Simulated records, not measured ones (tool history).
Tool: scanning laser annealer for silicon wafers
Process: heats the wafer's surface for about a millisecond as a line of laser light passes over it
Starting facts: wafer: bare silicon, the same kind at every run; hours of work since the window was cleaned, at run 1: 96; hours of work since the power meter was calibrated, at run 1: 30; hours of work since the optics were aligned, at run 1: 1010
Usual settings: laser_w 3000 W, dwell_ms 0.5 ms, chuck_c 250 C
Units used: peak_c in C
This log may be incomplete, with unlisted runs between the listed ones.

run     day  laser_w  dwell_ms  chuck_c  hours of work since the window was cleaned  hours of work since the power meter was calibrated  hours of work since the optics were aligned  peak_c
  1       0     3000       0.5      250                                          96                                                  30                                         1010     993
  2   0.525     3000       0.5      250                                         103                                                  37                                         1017     991
  3   1.117     3000       0.5      250                                         111                                                  46                                         1025     993
  4    1.45     3000       0.5      250                                         115                                                  50                                         1030     991
  5   1.983     3000       0.5      250                                         123                                                  57                                         1037     989
  6   2.458     3000       0.5      250                                         129                                                  64                                         1044     989
  7     3.1     3000       0.5      250                                         138                                                  73                                         1052     987
  8   3.658     3000       0.5      250                                         145                                                  80                                         1060     988
  9    4.35     3000       0.5      250                                         155                                                  90                                         1069     987
 10   4.721     3000       0.5      250                                         160                                                  95                                         1074     988
 11   5.192     3000       0.5      250                                         166                                                 101                                         1081     983
 12     5.8     2786       0.5      250                                         175                                                 109                                         1089     919
 13   6.429     2786       0.5      250                                         183                                                 118                                         1098     924
 14     6.8     2786       0.5      250                                         188                                                 123                                         1103     921
 15   7.362     3080     0.554      285                                         196                                                 131                                         1110    1088
 16   8.029     3080     0.554      285                                         205                                                 140                                         1119    1088
 17   8.704     2749     0.403      219                                         214                                                 149                                         1129     799
 18   9.179     2940     0.473      254                                         221                                                 155                                         1135     945
 19   9.796     2940     0.473      254                                         229                                                 164                                         1143     941
 20  10.242     2874     0.427      276                                         235                                                 170                                         1149     906
 21  10.625     3052     0.596      250                                         240                                                 175                                         1155    1070
 22  10.975     2847     0.429      250                                         245                                                 180                                         1159     875
 23  11.342     3053     0.383      250                                         250                                                 185                                         1164     892
 24  11.688     2938     0.383      271                                         255                                                 189                                         1169     881
 25  12.308     3000     0.418      250                                         263                                                 198                                         1178     905
 26  12.625     2610     0.418      235                                         268                                                 202                                         1182     789

For run 27, what comes out?
 27  12.962     2901      0.37      277                                         272                                                 207                                         1186       ?

Run 27 produced peak_c 865 C.
Without the tool's hidden state the same run would have given peak_c 893 C.
